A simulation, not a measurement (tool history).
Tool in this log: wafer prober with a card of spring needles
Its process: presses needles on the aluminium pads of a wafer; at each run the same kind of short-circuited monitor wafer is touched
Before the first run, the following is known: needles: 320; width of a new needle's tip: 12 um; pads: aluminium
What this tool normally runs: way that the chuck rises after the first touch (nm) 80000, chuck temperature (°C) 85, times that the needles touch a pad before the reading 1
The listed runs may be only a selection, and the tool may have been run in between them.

| run | hour | way that the chuck rises after the first touch (nm) | chuck temperature (°C) | times that the needles touch a pad before the reading | resistance of one needle with its contact and lead (mohm) | way that a needle slides on the pad (nm) |
|---|---|---|---|---|---|---|
| 1 | 0.0 | 80000 | 85 | 1 | 410 | 14390 |
|  | 3.3 | tips cleaned on abrasive film |
|  | 11.9 | tips cleaned on abrasive film |
|  | 20.7 | tips cleaned on abrasive film |
| 2 | 20.7 | 80000 | 85 | 1 | 295 | 14370 |
|  | 30.3 | tips cleaned on abrasive film |
| 3 | 32.0 | 80000 | 85 | 1 | 350 | 14340 |
|  | 38.7 | tips cleaned on abrasive film |
| 4 | 45.8 | 69000 | 85 | 1 | 465 | 12340 |
|  | 47.6 | tips cleaned on abrasive film |
|  | 56.1 | tips cleaned on abrasive film |
|  | 65.0 | tips cleaned on abrasive film |
| 5 | 67.9 | 80000 | 85 | 3 | 319 | 14250 |
|  | 74.0 | tips cleaned on abrasive film |
|  | 82.5 | tips cleaned on abrasive film |
| 6 | 82.9 | 80000 | 85 | 3 | 295 | 14240 |
|  | 90.8 | tips cleaned on abrasive film |
|  | 100.7 | tips cleaned on abrasive film |
| 7 | 101.1 | 80000 | 85 | 3 | 292 | 14190 |
|  | 109.4 | tips cleaned on abrasive film |
| 8 | 113.2 | 80000 | 85 | 3 | 320 | 14150 |
|  | 117.7 | tips cleaned on abrasive film |
|  | 118.9 | height of the first contact set anew |
| 9 | 122.5 | 80000 | 85 | 3 | 333 | 14480 |
|  | 126.6 | tips cleaned on abrasive film |
| 10 | 133.6 | 80000 | 85 | 3 | 334 | 14470 |
|  | 135.5 | tips cleaned on abrasive film |
|  | 145.0 | tips cleaned on abrasive film |
|  | 153.7 | tips cleaned on abrasive film |
| 11 | 155.6 | 80000 | 85 | 3 | 315 | 14420 |
|  | 162.5 | tips cleaned on abrasive film |
|  | 171.0 | tips cleaned on abrasive film |
| 12 | 171.5 | 80000 | 85 | 3 | 294 | 14390 |

Each run again, without the hidden state but with its own random variation kept:
Unlogged tool condition in this case: debris on the tips, nm; way that the needles fall short of the set height, um; tips' diameter, um; drift of the gauge itself on contact_mohm, %; drift of the gauge itself on scrub_um, %.
| run | resistance of one needle with its contact and lead (mohm) | way that a needle slides on the pad (nm) |
|---|---|---|
| 1 | 279 | 14450 |
| 2 | 282 | 14490 |
| 3 | 280 | 14490 |
| 4 | 282 | 12500 |
| 5 | 283 | 14470 |
| 6 | 282 | 14500 |
| 7 | 278 | 14490 |
| 8 | 278 | 14470 |
| 9 | 286 | 14480 |
| 10 | 279 | 14490 |
| 11 | 284 | 14480 |
| 12 | 281 | 14490 |
